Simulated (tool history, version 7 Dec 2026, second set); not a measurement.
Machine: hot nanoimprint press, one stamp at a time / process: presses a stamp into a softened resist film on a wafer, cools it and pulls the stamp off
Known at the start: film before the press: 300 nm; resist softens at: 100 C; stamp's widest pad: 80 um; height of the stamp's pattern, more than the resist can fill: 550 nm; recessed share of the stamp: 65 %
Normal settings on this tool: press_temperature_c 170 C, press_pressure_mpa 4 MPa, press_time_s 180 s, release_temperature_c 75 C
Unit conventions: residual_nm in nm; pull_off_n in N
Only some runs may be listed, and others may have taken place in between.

run 1 hour=0 | press_temperature_c=170 press_pressure_mpa=4 press_time_s=180 release_temperature_c=75 | residual_nm=119.9 pull_off_n=262
run 2 hour=27.6 | press_temperature_c=170 press_pressure_mpa=4 press_time_s=263 release_temperature_c=75 | residual_nm=104.7 pull_off_n=275
run 3 hour=45.9 | press_temperature_c=170 press_pressure_mpa=4 press_time_s=263 release_temperature_c=75 | residual_nm=106 pull_off_n=272
run 4 hour=74 | press_temperature_c=170 press_pressure_mpa=4 press_time_s=180 release_temperature_c=68 | residual_nm=122.2 pull_off_n=310
-- hour=86.6 plate thermocouple calibrated
run 5 hour=90.2 | press_temperature_c=170 press_pressure_mpa=4 press_time_s=180 release_temperature_c=64 | residual_nm=123.4 pull_off_n=334
run 6 hour=114.2 | press_temperature_c=170 press_pressure_mpa=4 press_time_s=180 release_temperature_c=64 | residual_nm=123.7 pull_off_n=346
run 7 hour=137 | press_temperature_c=170 press_pressure_mpa=4 press_time_s=180 release_temperature_c=75 | residual_nm=123.9 pull_off_n=296
-- hour=153.2 stamp cleaned and given a new release coat
run 8 hour=156.9 | press_temperature_c=170 press_pressure_mpa=4 press_time_s=126 release_temperature_c=75 | residual_nm=140.6 pull_off_n=230
run 9 hour=175.6 | press_temperature_c=170 press_pressure_mpa=4 press_time_s=180 release_temperature_c=65 | residual_nm=125.7 pull_off_n=278
run 10 hour=193.4 | press_temperature_c=170 press_pressure_mpa=4 press_time_s=180 release_temperature_c=65 | residual_nm=124.8 pull_off_n=284
run 11 hour=208.1 | press_temperature_c=170 press_pressure_mpa=4 press_time_s=180 release_temperature_c=65 | residual_nm=125.9 pull_off_n=283
run 12 hour=226.3 | press_temperature_c=170 press_pressure_mpa=4 press_time_s=180 release_temperature_c=65 | residual_nm=124.5 pull_off_n=280
-- hour=235.4 plate thermocouple calibrated, once more
run 13 hour=254.3 | press_temperature_c=170 press_pressure_mpa=4 press_time_s=180 release_temperature_c=65 | residual_nm=117.2 pull_off_n=284
run 14 hour=273.2 | press_temperature_c=170 press_pressure_mpa=4 press_time_s=180 release_temperature_c=65 | residual_nm=117 pull_off_n=285
run 15 hour=291.4 | press_temperature_c=182 press_pressure_mpa=4 press_time_s=312 release_temperature_c=75 | residual_nm=59.6 pull_off_n=258
run 16 hour=303.3 | press_temperature_c=164 press_pressure_mpa=3.15 press_time_s=213 release_temperature_c=75 | residual_nm=157.3 pull_off_n=251
run 17 hour=331 | press_temperature_c=164 press_pressure_mpa=3.15 press_time_s=213 release_temperature_c=75 | residual_nm=158.6 pull_off_n=256
run 18 hour=352.3 | press_temperature_c=165 press_pressure_mpa=4.18 press_time_s=297 release_temperature_c=68 | residual_nm=118.5 pull_off_n=293
run 19 hour=370.2 | press_temperature_c=169 press_pressure_mpa=3.81 press_time_s=167 release_temperature_c=71 | residual_nm=128.7 pull_off_n=284
run 20 hour=391.6 | press_temperature_c=169 press_pressure_mpa=3.81 press_time_s=167 release_temperature_c=71 | residual_nm=130.2 pull_off_n=288
run 21 hour=417.4 | press_temperature_c=179 press_pressure_mpa=4 press_time_s=180 release_temperature_c=69 | residual_nm=83.8 pull_off_n=302
run 22 hour=434.3 | press_temperature_c=170 press_pressure_mpa=5.02 press_time_s=98 release_temperature_c=70 | residual_nm=134.1 pull_off_n=304
run 23 hour=454.3 | press_temperature_c=169 press_pressure_mpa=2.93 press_time_s=224 release_temperature_c=70 | residual_nm=134.4 pull_off_n=301
-- hour=474.9 stamp cleaned and given a new release coat
run 24 hour=487.8 | press_temperature_c=169 press_pressure_mpa=5.83 press_time_s=224 release_temperature_c=70 | residual_nm=95.4 pull_off_n=239
run 25 hour=507.4 | press_temperature_c=169 press_pressure_mpa=5.83 press_time_s=224 release_temperature_c=70 | residual_nm=96.9 pull_off_n=242
run 26 hour=522.4 | press_temperature_c=159 press_pressure_mpa=2.74 press_time_s=139 release_temperature_c=73 | residual_nm=220.8 pull_off_n=242

Predict each of these 5 candidate next runs independently; none follows another, all start after run 26:
run A hour=543.7 | press_temperature_c=176 press_pressure_mpa=3.07 press_time_s=209 release_temperature_c=75 | residual_nm=? pull_off_n=?
run B hour=543.7 | press_temperature_c=170 press_pressure_mpa=2.63 press_time_s=180 release_temperature_c=75 | residual_nm=? pull_off_n=?
run C hour=543.7 | press_temperature_c=179 press_pressure_mpa=5.63 press_time_s=277 release_temperature_c=73 | residual_nm=? pull_off_n=?
run D hour=543.7 | press_temperature_c=159 press_pressure_mpa=2.74 press_time_s=334 release_temperature_c=73 | residual_nm=? pull_off_n=?
run E hour=543.7 | press_temperature_c=166 press_pressure_mpa=3.8 press_time_s=139 release_temperature_c=64 | residual_nm=? pull_off_n=?

run=A residual_nm=106.3 pull_off_n=242
run=B residual_nm=150 pull_off_n=241
run=C residual_nm=61.3 pull_off_n=249
run=D residual_nm=176.7 pull_off_n=244
run=E residual_nm=160 pull_off_n=271
Stripped of hidden state, with their random variation kept, the same runs would have yielded:
run=A residual_nm=99.2 pull_off_n=223
run=B residual_nm=141.1 pull_off_n=222
run=C residual_nm=55.6 pull_off_n=230
run=D residual_nm=166.2 pull_off_n=225
run=E residual_nm=149.1 pull_off_n=251
